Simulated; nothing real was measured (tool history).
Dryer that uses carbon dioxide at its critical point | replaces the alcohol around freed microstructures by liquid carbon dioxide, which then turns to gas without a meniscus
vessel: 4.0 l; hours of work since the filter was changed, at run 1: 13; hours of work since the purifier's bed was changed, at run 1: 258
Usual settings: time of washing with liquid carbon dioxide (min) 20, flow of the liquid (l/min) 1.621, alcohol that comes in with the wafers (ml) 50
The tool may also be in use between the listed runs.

run	hour	time of washing with liquid carbon dioxide (min)	flow of the liquid (l/min)	alcohol that comes in with the wafers (ml)	hours of work since the filter was changed	hours of work since the purifier's bed was changed	alcohol left in the vessel before it's heated (ppm by volume)
1	0.0	20	1.621	50	13	258	85
2	8.0	20	1.621	50	19	264	98
3	19.8	20	1.621	33	27	272	78
4	36.7	20	1.621	33	39	284	74
5	51.3	20	1.310	50	49	294	183
6	65.4	20	1.310	50	59	304	187
7	73.0	20	1.310	50	64	310	181
8	84.5	20	2.470	50	72	318	55
9	100.9	20	2.470	50	84	329	50
10	116.7	20	2.470	50	95	340	60
11	126.7	20	1.621	50	102	347	108
12	143.4	20	1.621	50	114	359	110
13	159.9	20	1.621	50	125	371	112
14	171.5	20	2.550	50	133	379	65
15	182.4	20	1.621	50	141	386	128
16	195.5	20	1.621	50	150	396	119
17	206.5	20	1.380	50	158	403	192
18	220.8	20	1.080	50	168	413	400
19	229.4	19	1.040	50	174	419	522
20	245.0	27	1.040	50	185	430	178
21	263.7	27	1.240	50	198	444	125
22	272.0	26	1.621	50	204	449	86
23	282.8	25	1.490	50	211	457	95
24	293.0	25	1.490	50	219	464	95
25	303.8	21	1.460	50	226	472	160
26	311.8	26	1.621	50	232	477	84
27	326.7	20	2.620	31	242	488	80
28	338.4	22	1.621	42	251	496	111
29	354.5	23	2.100	20	262	507	90
30	362.7	20	1.170	33	268	513	271
31	370.4	20	1.170	33	273	519	270
32	384.8	28	1.350	70	283	529	122
33	395.8	28	1.350	70	291	536	127
34	409.5	28	1.350	70	300	546	134
35	425.3	31	2.320	61	312	557	87

Forecast each of these 4 alternatives for the next run:
A	438.4	14	1.621	50	321	566	?
B	438.4	31	1.730	61	321	566	?
C	438.4	31	2.320	93	321	566	?
D	438.4	13	2.320	65	321	566	?

run	alcohol left in the vessel before it's heated (ppm by volume)
A	423
B	98
C	89
D	232
Without the tool's hidden state the same runs would have given:
run	alcohol left in the vessel before it's heated (ppm by volume)
A	238
B	6
C	0
D	92
